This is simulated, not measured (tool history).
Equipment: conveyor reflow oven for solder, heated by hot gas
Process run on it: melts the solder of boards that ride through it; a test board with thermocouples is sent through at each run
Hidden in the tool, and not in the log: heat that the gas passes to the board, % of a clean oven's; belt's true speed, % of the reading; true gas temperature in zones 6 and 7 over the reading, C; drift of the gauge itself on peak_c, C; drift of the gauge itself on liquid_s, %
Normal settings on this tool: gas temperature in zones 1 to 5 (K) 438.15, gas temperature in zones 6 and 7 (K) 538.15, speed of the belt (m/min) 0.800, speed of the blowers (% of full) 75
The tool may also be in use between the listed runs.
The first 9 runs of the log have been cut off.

run,hour,gas temperature in zones 1 to 5 (K),gas temperature in zones 6 and 7 (K),speed of the belt (m/min),speed of the blowers (% of full),hours of work since the flux was cleaned out,hours of work since the belt drive was overhauled,hours of work since the thermocouples were changed,highest temperature of the board (K),time above the solder's melting point (s)
10,139.9,438.15,538.15,0.800,81,36,721,153,525.98,44.41
11,152.0,438.15,538.15,0.800,81,45,731,162,525.76,44.56
12,163.0,438.15,538.15,0.797,75,54,739,171,525.27,43.98
13,172.4,438.15,538.15,0.797,75,61,747,178,525.01,43.95
14,185.6,438.15,538.15,0.797,75,72,757,188,525.18,44.07
15,200.6,438.15,538.15,0.797,75,84,769,200,525.01,43.91
16,209.0,438.15,538.15,0.797,75,90,776,207,524.96,43.96
17,222.3,453.15,538.15,0.644,75,101,786,217,531.32,64.57
18,240.6,438.15,535.15,0.816,75,115,800,232,521.46,40.67
# hour 258.0: belt drive overhauled, speed set with a stopwatch
19,260.7,427.15,544.15,0.800,51,128,2,244,522.94,38.08
20,272.6,438.15,541.15,0.800,52,137,12,254,522.60,40.57
21,289.4,438.15,538.15,0.690,71,150,25,267,527.86,52.81
22,305.9,438.15,526.15,0.937,71,163,38,280,508.14,24.53
23,317.5,438.15,526.15,0.937,71,172,47,289,508.14,24.82
24,326.4,425.15,528.15,0.801,75,179,54,296,513.27,32.44
25,340.7,427.15,532.15,0.800,75,191,65,307,517.18,35.61
26,350.6,438.15,538.15,0.777,72,198,73,315,524.65,44.34
27,359.3,447.15,549.15,0.781,72,205,80,322,535.77,51.85
28,369.7,447.15,549.15,0.781,72,213,88,330,535.78,51.72
29,380.1,447.15,549.15,0.781,72,222,96,338,535.55,51.75
30,398.1,447.15,549.15,0.781,72,236,110,352,535.64,51.81

Predict each of these 3 candidate next runs independently; none follows another, all start after run 30:
A,416.7,447.15,547.15,0.781,72,250,125,367,?,?
B,416.7,438.15,550.15,0.800,75,250,125,367,?,?
C,416.7,429.15,552.15,0.800,75,250,125,367,?,?

run,highest temperature of the board (K),time above the solder's melting point (s)
A,533.90,50.93
B,535.01,47.94
C,535.59,46.12
Without the tool's unlogged condition, the same runs would have read:
run,highest temperature of the board (K),time above the solder's melting point (s)
A,535.33,51.70
B,536.66,48.81
C,537.39,47.09
